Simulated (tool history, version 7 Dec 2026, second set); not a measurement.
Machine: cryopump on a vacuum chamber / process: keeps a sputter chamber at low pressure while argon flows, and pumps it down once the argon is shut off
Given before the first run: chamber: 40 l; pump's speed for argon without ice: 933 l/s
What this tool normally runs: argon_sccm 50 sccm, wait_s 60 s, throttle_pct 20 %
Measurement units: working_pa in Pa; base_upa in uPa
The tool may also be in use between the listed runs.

run     day  argon_sccm  wait_s  throttle_pct  working_pa  base_upa
  1       0          50      60            20      0.4553      5.78
  2   3.404          42      60            20      0.3867       5.9
  3   5.833          42      60            24      0.3231      6.06
  4  10.283          42      60            24       0.327      6.13
  5  12.742          42      60            24      0.3266      6.06
  6  17.025          42      60            24      0.3287      6.13
  7  19.554          42      60            24       0.329      6.53
  8  24.479          42      60            24      0.3303      6.56
  9  28.346          42      60            24      0.3314      6.64
 10  33.429          42      60            24      0.3338      7.07
 11  37.083          42     171            24      0.3355      5.45
 12  40.762          24     171            27      0.1744      5.55
 13  43.625          24     171            27      0.1743      5.68
 14  46.758          50      92            20       0.484       6.6
 15  50.138          55     244            20      0.5296      5.73
 16  54.058          95      82            37      0.5281       7.3
 17  59.258          29      93            37      0.1639      7.09
     60.233  -- pump warmed up, emptied and cooled again
 18  62.504          32      22            20      0.2929     11.41
     63.471  -- leaking fittings of the chamber tightened, without venting
 19   67.45          32      22            20      0.2934      7.76
 20  72.667          50      64            20      0.4615      3.05
 21  75.925          50      64            20      0.4635      3.02
 22  80.158          29      21            55      0.1018      8.47

Consider 5 possible next runs. They are alternatives, not a sequence: every one starts from the tool as it was left by run 22. What does each give?
  A  82.967          31      63            49           ?         ?
  B  82.967          58     226            24           ?         ?
  C  82.967          47      78            29           ?         ?
  D  82.967          22      24            50           ?         ?
  E  82.967          29      38            55           ?         ?

run  working_pa  base_upa
  A      0.1221      3.28
  B      0.4516      1.45
  C      0.3041       2.9
  D      0.0853      7.47
  E      0.1016      5.05
Had the tool no hidden state, the same runs would have come out as:
run  working_pa  base_upa
  A      0.1143      2.84
  B       0.437      1.02
  C      0.2922      2.44
  D      0.0797      7.03
  E      0.0943      4.61
